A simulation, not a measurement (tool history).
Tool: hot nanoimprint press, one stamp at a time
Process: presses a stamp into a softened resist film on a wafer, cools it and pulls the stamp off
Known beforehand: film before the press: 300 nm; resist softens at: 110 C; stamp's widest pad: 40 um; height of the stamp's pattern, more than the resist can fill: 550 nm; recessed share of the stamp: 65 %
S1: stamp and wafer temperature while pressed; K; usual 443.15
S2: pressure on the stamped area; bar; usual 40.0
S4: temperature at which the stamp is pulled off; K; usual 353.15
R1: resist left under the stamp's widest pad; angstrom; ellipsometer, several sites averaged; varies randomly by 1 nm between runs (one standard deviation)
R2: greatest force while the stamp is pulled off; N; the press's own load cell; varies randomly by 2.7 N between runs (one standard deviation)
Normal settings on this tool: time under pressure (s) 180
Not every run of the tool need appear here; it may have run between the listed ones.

Run 1, day 0.000: usual settings. Result: R1 1460 angstrom, R2 156 N.
At day 1.858: stamp cleaned and given a new release coat.
Run 2, day 3.071: usual settings. Result: R1 1458 angstrom, R2 122 N.
Run 3, day 5.571: usual settings. Result: R1 1467 angstrom, R2 135 N.
Run 4, day 7.392: usual settings but time under pressure (s) 254. Result: R1 1287 angstrom, R2 133 N.
Run 5, day 10.017: usual settings but time under pressure (s) 254. Result: R1 1280 angstrom, R2 141 N.
Run 6, day 11.446: usual settings but S1 444.15 K. Result: R1 1378 angstrom, R2 146 N.
Run 7, day 14.158: usual settings but S1 444.15 K, S4 349.15 K. Result: R1 1370 angstrom, R2 169 N.
At day 15.904: stamp cleaned and given a new release coat.
Run 8, day 16.596: usual settings but S1 444.15 K, S4 349.15 K. Result: R1 1343 angstrom, R2 136 N.
At day 18.204: plate thermocouple calibrated.
Run 9, day 18.925: usual settings but S1 444.15 K, S4 349.15 K. Result: R1 1305 angstrom, R2 139 N.
Run 10, day 20.696: usual settings but S1 444.15 K, S4 349.15 K. Result: R1 1294 angstrom, R2 143 N.
Run 11, day 22.700: usual settings but time under pressure (s) 227. Result: R1 1243 angstrom, R2 140 N.
Run 12, day 25.679: usual settings but time under pressure (s) 227. Result: R1 1253 angstrom, R2 141 N.
Run 13, day 28.146: usual settings but time under pressure (s) 227. Result: R1 1253 angstrom, R2 143 N.
At day 28.700: plate thermocouple calibrated, once more.
At day 30.296: stamp cleaned and given a new release coat.
Run 14, day 31.429: usual settings but S2 46.1 bar, time under pressure (s) 227. Result: R1 1335 angstrom, R2 125 N.
Run 15, day 33.421: usual settings but S2 46.1 bar, time under pressure (s) 227, S4 361.15 K. Result: R1 1312 angstrom, R2 103 N.
Run 16, day 34.933: usual settings but S1 435.15 K, S2 46.1 bar, time under pressure (s) 117, S4 361.15 K. Result: R1 2264 angstrom, R2 106 N.
Run 17, day 37.521: usual settings but S1 435.15 K, S2 46.1 bar, time under pressure (s) 117, S4 361.15 K. Result: R1 2255 angstrom, R2 112 N.
Run 18, day 39.817: usual settings but S1 439.15 K, S2 46.1 bar, time under pressure (s) 117, S4 347.15 K. Result: R1 1930 angstrom, R2 171 N.

Run 19, settings as shown, results not yet in. Your forecast:
Run 19, day 41.767: usual settings but S1 439.15 K, S2 59.0 bar, time under pressure (s) 117, S4 347.15 K. Result: R1 ?, R2 ?.

{"run 19": {"R1": 1712, "R2": 173}}
Without the tool's hidden state the same run would have given R1 1726 angstrom, R2 141 N.

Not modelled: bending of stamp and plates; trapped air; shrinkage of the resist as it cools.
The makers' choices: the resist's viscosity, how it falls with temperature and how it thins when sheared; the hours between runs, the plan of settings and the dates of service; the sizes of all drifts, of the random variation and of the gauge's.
